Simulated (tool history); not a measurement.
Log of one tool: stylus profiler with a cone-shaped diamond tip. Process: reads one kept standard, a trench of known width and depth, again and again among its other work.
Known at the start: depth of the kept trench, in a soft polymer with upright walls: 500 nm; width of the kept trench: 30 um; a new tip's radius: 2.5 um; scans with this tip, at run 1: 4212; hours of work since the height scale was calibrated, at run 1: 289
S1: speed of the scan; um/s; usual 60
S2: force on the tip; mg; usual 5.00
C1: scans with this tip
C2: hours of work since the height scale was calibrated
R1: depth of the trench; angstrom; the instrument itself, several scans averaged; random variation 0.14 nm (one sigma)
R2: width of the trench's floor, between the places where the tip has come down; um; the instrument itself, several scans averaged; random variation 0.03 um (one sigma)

| run | hour | S1 | S2 | C1 | C2 | R1 | R2 |
|---|---|---|---|---|---|---|---|
| 1 | 0.0 | 60 | 5.00 | 4212 | 289 | 5120.7 | 26.83 |
| 2 | 51.1 | 60 | 5.00 | 4713 | 323 | 5121.6 | 26.84 |
| 3 | 123.6 | 46 | 5.00 | 5425 | 372 | 5120.9 | 26.87 |
| 4 | 177.4 | 60 | 4.39 | 5954 | 408 | 5109.9 | 26.88 |
| 5 | 231.7 | 52 | 4.39 | 6487 | 444 | 5109.4 | 26.86 |
| 6 | 291.4 | 52 | 4.39 | 7073 | 485 | 5112.5 | 26.90 |
| 7 | 390.1 | 49 | 5.00 | 8042 | 551 | 5120.7 | 26.85 |
| 8 | 454.1 | 50 | 5.00 | 8671 | 594 | 5120.5 | 26.93 |
| 9 | 537.6 | 60 | 11.93 | 9491 | 650 | 5215.7 | 26.87 |
| 10 | 600.0 | 60 | 6.51 | 10104 | 692 | 5143.1 | 26.87 |
| 11 | 701.4 | 60 | 6.51 | 11099 | 760 | 5140.4 | 26.85 |
| 12 | 795.6 | 60 | 6.51 | 12024 | 824 | 5146.7 | 26.89 |
| 13 | 900.3 | 60 | 5.00 | 13052 | 894 | 5118.3 | 26.81 |
| 14 | 963.0 | 60 | 5.00 | 13669 | 936 | 5119.8 | 26.88 |
| 15 | 1042.1 | 60 | 5.00 | 14445 | 989 | 5120.9 | 26.80 |
| 16 | 1132.4 | 60 | 5.00 | 15331 | 1050 | 5121.1 | 26.87 |
| 17 | 1211.3 | 60 | 5.00 | 16107 | 1103 | 5120.1 | 26.91 |
| 18 | 1291.1 | 60 | 3.54 | 16890 | 1157 | 5093.3 | 26.79 |
| 19 | 1339.9 | 60 | 3.54 | 17370 | 1190 | 5095.7 | 26.85 |
| 20 | 1428.2 | 60 | 5.00 | 18237 | 1249 | 5119.0 | 26.83 |
| 21 | 1497.6 | 134 | 5.00 | 18918 | 1296 | 5117.5 | 26.69 |
| 22 | 1549.3 | 134 | 5.00 | 19425 | 1331 | 5122.1 | 26.68 |
| 23 | 1614.5 | 17 | 7.48 | 20066 | 1375 | 5156.2 | 26.96 |
| 24 | 1676.9 | 17 | 6.07 | 20679 | 1417 | 5135.7 | 26.93 |
| 25 | 1769.0 | 17 | 6.07 | 21584 | 1478 | 5134.5 | 26.95 |
| 26 | 1823.3 | 52 | 5.87 | 22117 | 1515 | 5133.9 | 26.88 |
| 27 | 1892.5 | 48 | 5.87 | 22796 | 1562 | 5132.5 | 26.83 |
| 28 | 1972.5 | 35 | 7.29 | 23582 | 1615 | 5156.6 | 26.92 |
| 29 | 2057.2 | 24 | 6.27 | 24413 | 1672 | 5137.9 | 26.87 |
| 30 | 2107.6 | 60 | 11.34 | 24909 | 1706 | 5208.2 | 26.89 |
| 31 | 2215.6 | 60 | 11.34 | 25969 | 1779 | 5207.6 | 26.90 |
| 32 | 2306.0 | 60 | 11.34 | 26856 | 1840 | 5207.2 | 26.89 |
| 33 | 2371.0 | 19 | 6.98 | 27494 | 1883 | 5149.3 | 26.90 |
| 34 | 2445.7 | 207 | 2.05 | 28228 | 1934 | 5064.9 | 26.25 |
| 35 | 2492.4 | 207 | 2.05 | 28687 | 1965 | 5068.7 | 26.27 |
| 36 | 2545.9 | 207 | 2.05 | 29213 | 2001 | 5064.3 | 26.33 |
| 37 | 2636.2 | 207 | 8.84 | 30099 | 2062 | 5176.2 | 26.67 |
| 38 | 2680.3 | 91 | 3.20 | 30532 | 2091 | 5088.2 | 26.72 |
| 39 | 2738.2 | 31 | 3.44 | 31100 | 2130 | 5092.2 | 26.86 |
| 40 | 2782.9 | 202 | 1.71 | 31539 | 2160 | 5060.5 | 26.21 |
| 41 | 2880.3 | 202 | 1.71 | 32496 | 2226 | 5054.8 | 26.29 |
| 42 | 2959.8 | 60 | 11.59 | 33277 | 2279 | 5207.8 | 26.89 |
| 43 | 3021.3 | 88 | 9.12 | 33881 | 2321 | 5178.4 | 26.79 |
| 44 | 3111.4 | 184 | 6.95 | 34766 | 2381 | 5148.2 | 26.62 |

The same runs without the tool's hidden state, with the same run-to-run variation:
The hidden state here: radius of the tip, um; height scale over the true one, %; drift of the gauge itself on depth_nm, %; drift of the gauge itself on floor_um, %.
| run | R2 |
|---|---|
| 1 | 26.83 |
| 2 | 26.84 |
| 3 | 26.87 |
| 4 | 26.89 |
| 5 | 26.86 |
| 6 | 26.91 |
| 7 | 26.86 |
| 8 | 26.94 |
| 9 | 26.88 |
| 10 | 26.89 |
| 11 | 26.87 |
| 12 | 26.90 |
| 13 | 26.83 |
| 14 | 26.90 |
| 15 | 26.82 |
| 16 | 26.89 |
| 17 | 26.93 |
| 18 | 26.81 |
| 19 | 26.87 |
| 20 | 26.86 |
| 21 | 26.71 |
| 22 | 26.70 |
| 23 | 26.98 |
| 24 | 26.96 |
| 25 | 26.98 |
| 26 | 26.91 |
| 27 | 26.86 |
| 28 | 26.95 |
| 29 | 26.90 |
| 30 | 26.92 |
| 31 | 26.93 |
| 32 | 26.92 |
| 33 | 26.93 |
| 34 | 26.28 |
| 35 | 26.31 |
| 36 | 26.36 |
| 37 | 26.71 |
| 38 | 26.76 |
| 39 | 26.89 |
| 40 | 26.25 |
| 41 | 26.33 |
| 42 | 26.93 |
| 43 | 26.84 |
| 44 | 26.66 |
R1: within 0.7 angstrom of the measured result in every run.
